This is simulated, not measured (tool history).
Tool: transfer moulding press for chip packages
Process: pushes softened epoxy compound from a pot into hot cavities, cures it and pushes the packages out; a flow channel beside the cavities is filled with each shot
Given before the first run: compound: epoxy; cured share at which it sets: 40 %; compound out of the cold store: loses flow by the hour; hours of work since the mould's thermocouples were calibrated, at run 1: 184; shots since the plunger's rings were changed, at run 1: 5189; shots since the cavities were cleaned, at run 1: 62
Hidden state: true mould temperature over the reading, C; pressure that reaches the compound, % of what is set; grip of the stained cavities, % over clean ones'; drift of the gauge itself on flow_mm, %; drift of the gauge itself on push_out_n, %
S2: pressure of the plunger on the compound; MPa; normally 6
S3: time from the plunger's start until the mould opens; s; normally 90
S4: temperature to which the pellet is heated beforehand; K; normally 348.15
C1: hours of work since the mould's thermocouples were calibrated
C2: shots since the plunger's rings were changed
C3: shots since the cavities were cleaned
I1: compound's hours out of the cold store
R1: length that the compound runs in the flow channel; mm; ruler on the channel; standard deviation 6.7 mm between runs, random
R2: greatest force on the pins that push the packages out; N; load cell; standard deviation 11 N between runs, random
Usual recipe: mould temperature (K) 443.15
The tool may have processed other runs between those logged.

run 1 day=0 | mould_temperature_(K)=443.15 S2=6 S3=90 S4=348.15 | C1=184 C2=5189 C3=62 | I1=41 | R1=679 R2=580
run 2 day=0.962 | mould_temperature_(K)=443.15 S2=6 S3=90 S4=348.15 | C1=194 C2=5405 C3=278 | I1=37.2 | R1=679 R2=677
run 3 day=1.771 | mould_temperature_(K)=443.15 S2=6 S3=90 S4=348.15 | C1=203 C2=5586 C3=459 | I1=40.4 | R1=677 R2=754
run 4 day=2.35 | mould_temperature_(K)=443.15 S2=6 S3=90 S4=348.15 | C1=209 C2=5715 C3=588 | I1=28.3 | R1=700 R2=799
-- day=2.867 cavities cleaned with cleaning compound and waxed
-- day=3.208 plunger's sealing rings changed
run 5 day=3.458 | mould_temperature_(K)=443.15 S2=6 S3=90 S4=348.15 | C1=219 C2=56 C3=109 | I1=27.9 | R1=743 R2=611
run 6 day=4.021 | mould_temperature_(K)=443.15 S2=6 S3=90 S4=348.15 | C1=225 C2=181 C3=234 | I1=38 | R1=722 R2=645
run 7 day=4.608 | mould_temperature_(K)=443.15 S2=6 S3=90 S4=348.15 | C1=231 C2=313 C3=366 | I1=24.1 | R1=767 R2=696
run 8 day=5.375 | mould_temperature_(K)=443.15 S2=6 S3=90 S4=348.15 | C1=240 C2=484 C3=537 | I1=34.2 | R1=746 R2=768
-- day=6.183 cavities cleaned with cleaning compound and waxed
run 9 day=6.254 | mould_temperature_(K)=443.15 S2=6 S3=90 S4=348.15 | C1=248 C2=667 C3=16 | I1=29.6 | R1=738 R2=514
run 10 day=7.379 | mould_temperature_(K)=443.15 S2=7.42 S3=90 S4=348.15 | C1=260 C2=918 C3=267 | I1=26.2 | R1=841 R2=673
run 11 day=8.254 | mould_temperature_(K)=443.15 S2=7.42 S3=90 S4=348.15 | C1=270 C2=1114 C3=463 | I1=38.2 | R1=806 R2=793
-- day=8.425 mould's thermocouples calibrated
run 12 day=9.296 | mould_temperature_(K)=443.15 S2=7.42 S3=90 S4=348.15 | C1=9 C2=1329 C3=678 | I1=25.3 | R1=820 R2=832
-- day=9.442 cavities cleaned with cleaning compound and waxed
run 13 day=10.479 | mould_temperature_(K)=443.15 S2=6 S3=90 S4=356.15 | C1=21 C2=1579 C3=232 | I1=42.5 | R1=707 R2=642
run 14 day=11.117 | mould_temperature_(K)=448.15 S2=5.66 S3=90 S4=356.15 | C1=28 C2=1722 C3=375 | I1=42.9 | R1=674 R2=651
run 15 day=12.046 | mould_temperature_(K)=448.15 S2=5.66 S3=90 S4=338.15 | C1=38 C2=1930 C3=583 | I1=23.2 | R1=723 R2=705
-- day=12.642 cavities cleaned with cleaning compound and waxed
run 16 day=12.733 | mould_temperature_(K)=440.15 S2=4.71 S3=90 S4=350.15 | C1=45 C2=2070 C3=21 | I1=26.2 | R1=663 R2=607
run 17 day=13.512 | mould_temperature_(K)=440.15 S2=4.71 S3=90 S4=350.15 | C1=53 C2=2244 C3=195 | I1=20.4 | R1=671 R2=737
run 18 day=14.333 | mould_temperature_(K)=440.15 S2=4.71 S3=90 S4=350.15 | C1=62 C2=2427 C3=378 | I1=14.8 | R1=689 R2=829
-- day=14.783 mould's thermocouples calibrated, once more
run 19 day=14.879 | mould_temperature_(K)=440.15 S2=4.71 S3=90 S4=350.15 | C1=1 C2=2531 C3=482 | I1=16.6 | R1=679 R2=894
run 20 day=15.467 | mould_temperature_(K)=440.15 S2=4.71 S3=90 S4=350.15 | C1=7 C2=2662 C3=613 | I1=47 | R1=615 R2=885
-- day=15.912 cavities cleaned with cleaning compound and waxed
run 21 day=16.588 | mould_temperature_(K)=440.15 S2=5.15 S3=90 S4=350.15 | C1=19 C2=2899 C3=150 | I1=38.2 | R1=665 R2=725
run 22 day=17.329 | mould_temperature_(K)=440.15 S2=5.97 S3=90 S4=350.15 | C1=27 C2=3065 C3=316 | I1=39.1 | R1=710 R2=766
run 23 day=17.862 | mould_temperature_(K)=440.15 S2=5.97 S3=90 S4=350.15 | C1=32 C2=3185 C3=436 | I1=37.8 | R1=700 R2=843
run 24 day=18.408 | mould_temperature_(K)=440.15 S2=5.97 S3=116 S4=350.15 | C1=38 C2=3307 C3=558 | I1=40.9 | R1=693 R2=704
run 25 day=18.925 | mould_temperature_(K)=440.15 S2=5.97 S3=116 S4=350.15 | C1=44 C2=3422 C3=673 | I1=31.3 | R1=724 R2=740
-- day=19.092 cavities cleaned with cleaning compound and waxed
run 26 day=19.596 | mould_temperature_(K)=438.15 S2=5.97 S3=128 S4=350.15 | C1=50 C2=3558 C3=112 | I1=23.9 | R1=741 R2=530

Here are 3 independent what-if runs from the current tool condition. What would each one return?
run A day=20.329 | mould_temperature_(K)=438.15 S2=5.07 S3=128 S4=350.15 | C1=58 C2=3722 C3=276 | I1=37 | R1=? R2=?
run B day=20.329 | mould_temperature_(K)=437.15 S2=6.52 S3=90 S4=350.15 | C1=58 C2=3722 C3=276 | I1=26.5 | R1=? R2=?
run C day=20.329 | mould_temperature_(K)=442.15 S2=5.08 S3=90 S4=348.15 | C1=58 C2=3722 C3=276 | I1=44.7 | R1=? R2=?

run=A R1=655 R2=599
run=B R1=778 R2=964
run=C R1=627 R2=702
Had the tool no hidden state, the same runs would have come out as:
run=A R1=687 R2=455
run=B R1=816 R2=750
run=C R1=658 R2=540

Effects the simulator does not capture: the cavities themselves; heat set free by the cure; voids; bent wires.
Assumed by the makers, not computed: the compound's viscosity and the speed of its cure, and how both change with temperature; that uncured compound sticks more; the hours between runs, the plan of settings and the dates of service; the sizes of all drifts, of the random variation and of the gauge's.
